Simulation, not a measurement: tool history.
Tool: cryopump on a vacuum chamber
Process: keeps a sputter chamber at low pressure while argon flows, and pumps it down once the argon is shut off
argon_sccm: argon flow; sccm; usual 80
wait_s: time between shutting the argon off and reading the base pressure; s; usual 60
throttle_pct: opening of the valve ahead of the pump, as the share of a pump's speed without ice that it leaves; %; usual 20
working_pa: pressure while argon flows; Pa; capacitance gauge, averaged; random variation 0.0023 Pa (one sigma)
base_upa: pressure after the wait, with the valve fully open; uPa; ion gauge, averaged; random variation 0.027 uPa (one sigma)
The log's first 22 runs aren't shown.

run	hour	argon_sccm	wait_s	throttle_pct	hours of work since the pump was warmed up and emptied	hours of work since the cold head was overhauled	hours of work since the chamber's fittings were tightened	working_pa	base_upa
23	776.8	90	24	27	368	1214	1376	0.4749	5.32
24	814.5	54	24	37	386	1232	1394	0.2104	5.31
25	862.6	54	23	22	409	1255	1417	0.3516	5.29
26	886.5	59	44	48	420	1266	1428	0.1819	4.31
27	912.9	59	44	48	433	1279	1440	0.1798	4.46
28	955.7	80	185	20	453	1299	1461	0.5715	3.57
29	992	80	287	20	470	1316	1478	0.5729	3.42
30	1031.6	44	45	23	489	1335	1497	0.2736	4.53
31	1060.1	44	45	23	503	1349	1510	0.2742	4.51
32	1100.9	62	23	31	522	1368	1530	0.2908	5.8
33	1128.2	99	33	23	535	1381	1543	0.6235	5.07

Forecast each of these 5 alternatives for the next run:
A	1175.4	99	34	24	557	1403	1565	?	?
B	1175.4	70	33	15	557	1403	1565	?	?
C	1175.4	36	92	20	557	1403	1565	?	?
D	1175.4	99	25	15	557	1403	1565	?	?
E	1175.4	99	150	23	557	1403	1565	?	?

run	working_pa	base_upa
A	0.5974	5.01
B	0.6615	5.12
C	0.2573	4.08
D	0.9422	5.71
E	0.6234	3.73
Without the tool's hidden state the same runs would have given:
run	working_pa	base_upa
A	0.5738	1.85
B	0.6449	1.92
C	0.2488	0.87
D	0.9186	2.48
E	0.5996	0.58

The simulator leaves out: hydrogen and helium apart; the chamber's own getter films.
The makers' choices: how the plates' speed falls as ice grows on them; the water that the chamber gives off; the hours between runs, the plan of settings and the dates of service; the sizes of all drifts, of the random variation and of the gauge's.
